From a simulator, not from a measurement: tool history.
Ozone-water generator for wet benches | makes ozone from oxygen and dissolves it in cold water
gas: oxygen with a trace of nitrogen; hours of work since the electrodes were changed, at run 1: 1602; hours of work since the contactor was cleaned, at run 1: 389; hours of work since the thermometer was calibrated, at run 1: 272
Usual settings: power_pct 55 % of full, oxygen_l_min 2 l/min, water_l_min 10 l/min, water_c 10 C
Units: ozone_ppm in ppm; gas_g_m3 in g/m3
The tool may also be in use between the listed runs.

run   hour  power_pct  oxygen_l_min  water_l_min  water_c  hours of work since the electrodes were changed  hours of work since the contactor was cleaned  hours of work since the thermometer was calibrated  ozone_ppm  gas_g_m3
  1      0         55             2           10       10                                             1602                                            389                                                 272       18.3     222.2
  2   45.1         55             2           10       10                                             1643                                            430                                                 313         18     219.8
  3   78.6         55             2           10       10                                             1673                                            461                                                 343       18.1     221.4
  4  122.7         55             2           10       10                                             1713                                            501                                                 383       17.8     221.6
  5  159.4         55             2           10       10                                             1747                                            534                                                 416       18.1     221.6
  6  208.9         55             2           10       10                                             1792                                            579                                                 461       18.2     220.4
  7  231.7         55             2           10       10                                             1812                                            600                                                 482       18.1     221.9
  8  258.3         55             2           10       10                                             1837                                            624                                                 506       18.2     221.1
  9  301.9         55             2           10       10                                             1876                                            663                                                 546       18.2     221.9
 10  343.4         70             2           10       10                                             1914                                            701                                                 583         22     269.2
 11  382.2         70             2           10       10                                             1949                                            736                                                 619         22     268.6
 12  429.9         70          1.35           10       10                                             1992                                            780                                                 662       21.5     352.7
 13  467.9         70          1.35           10       10                                             2027                                            814                                                 696       21.8     353.9
 14  494.1         86             2           10       10                                             2051                                            838                                                 720       26.2     316.2
 15  537.2         84             2           10       10                                             2090                                            877                                                 759       25.3     314.6
 16  558.9         83             2           10       10                                             2109                                            897                                                 779       24.9       310
 17  592.6         52          1.08           12        7                                             2140                                            927                                                 810       13.6     323.8
 18  612.9         55             2           10        6                                             2159                                            946                                                 828         19     223.5
 19  659.7         55          2.55           10        6                                             2201                                            988                                                 871       18.9     191.5
 20    698         43           1.7           10        7                                             2236                                           1023                                                 905       15.2     205.8
 21  728.9         43           1.7           10        7                                             2264                                           1051                                                 933       15.2       207
 22  775.1         43           1.7           10        7                                             2306                                           1093                                                 975       15.4     206.4
 23  805.5         71           1.7            9       14                                             2333                                           1121                                                1003       23.5     307.2

Forecast run 24:
 24  832.5         71           1.7            9       14                                             2358                                           1145                                                1028          ?         ?

Run 24 gave ozone_ppm 23.8 ppm, gas_g_m3 305.9 g/m3.
Without the tool's hidden state the same run would have given ozone_ppm 23.8 ppm, gas_g_m3 300 g/m3.
